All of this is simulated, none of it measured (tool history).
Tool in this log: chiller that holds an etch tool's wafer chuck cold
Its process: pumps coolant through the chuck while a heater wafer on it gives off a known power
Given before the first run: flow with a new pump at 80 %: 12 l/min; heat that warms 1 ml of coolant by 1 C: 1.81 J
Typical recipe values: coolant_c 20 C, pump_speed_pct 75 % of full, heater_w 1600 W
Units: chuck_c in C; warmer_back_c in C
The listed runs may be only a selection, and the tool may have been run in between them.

| run | hour | coolant_c | pump_speed_pct | heater_w | chuck_c | warmer_back_c |
|---|---|---|---|---|---|---|
| 1 | 0.0 | 20 | 75 | 1600 | 35.3 | 4.75 |
| 2 | 182.1 | 20 | 75 | 1806 | 37.4 | 5.28 |
| 3 | 329.7 | 20 | 75 | 1806 | 37.4 | 5.31 |
| 4 | 543.2 | 20 | 75 | 1806 | 37.4 | 5.25 |
| 5 | 668.4 | 20 | 75 | 1600 | 35.6 | 4.71 |
| 6 | 761.7 | 20 | 75 | 1600 | 35.3 | 4.61 |
| 7 | 936.6 | 20 | 75 | 1600 | 35.3 | 4.69 |
| 8 | 1099.8 | 20 | 97 | 1600 | 32.4 | 3.52 |
| 9 | 1206.5 | 20 | 75 | 1600 | 35.3 | 4.64 |
| 10 | 1354.1 | 18 | 75 | 1600 | 33.3 | 4.63 |
| 11 | 1527.6 | 18 | 61 | 1600 | 36.5 | 5.80 |
| 12 | 1655.6 | 18 | 61 | 1600 | 36.1 | 5.78 |
| 13 | 1758.9 | 18 | 61 | 1600 | 36.4 | 5.74 |
| 14 | 1916.1 | 18 | 61 | 1600 | 36.3 | 5.79 |
| 15 | 2041.7 | 20 | 75 | 1000 | 29.6 | 2.77 |
| 16 | 2191.8 | 20 | 75 | 1000 | 29.5 | 2.78 |
| 17 | 2314.2 | 14 | 75 | 1600 | 29.4 | 4.60 |
| 18 | 2465.6 | 20 | 62 | 1129 | 32.8 | 3.92 |
| 19 | 2641.2 | 11 | 61 | 1129 | 24.0 | 4.00 |
| 20 | 2818.7 | 11 | 61 | 1129 | 23.9 | 3.99 |
| 21 | 2946.8 | 23 | 66 | 1129 | 35.0 | 3.60 |
| 22 | 3079.9 | 20 | 66 | 1621 | 37.5 | 5.25 |
| 23 | 3195.1 | 11 | 77 | 1104 | 21.3 | 2.91 |
| 24 | 3297.2 | 11 | 77 | 1104 | 21.4 | 2.99 |
| 25 | 3454.9 | 11 | 77 | 1104 | 21.5 | 2.92 |
| 26 | 3585.2 | 11 | 77 | 1104 | 21.3 | 2.92 |
| 27 | 3772.0 | 11 | 77 | 1104 | 21.3 | 2.90 |
| 28 | 3871.9 | 17 | 94 | 1579 | 29.5 | 3.36 |
| 29 | 3968.7 | 17 | 94 | 1579 | 29.5 | 3.36 |
| 30 | 4110.2 | 17 | 94 | 1579 | 29.6 | 3.35 |
| 31 | 4277.9 | 20 | 95 | 1020 | 28.1 | 2.01 |

Put back what was entered between runs (1 entry, withheld): which listed runs does each sit between, and how does the hidden state differ from the listed run before to the listed run after?
After run 27, before run 28: chiller's thermometer calibrated (hour 3852.4)
  flow at a given pump speed, % of a new pump's: 100 -> 99.9; coolant's true temperature over the reading, C: -0.01 -> 0; drift of the gauge itself on warmer_back_c, C: -0.28 -> -0.29
  measured less the result without the state, warmer_back_c: -0.28 -> -0.28 C

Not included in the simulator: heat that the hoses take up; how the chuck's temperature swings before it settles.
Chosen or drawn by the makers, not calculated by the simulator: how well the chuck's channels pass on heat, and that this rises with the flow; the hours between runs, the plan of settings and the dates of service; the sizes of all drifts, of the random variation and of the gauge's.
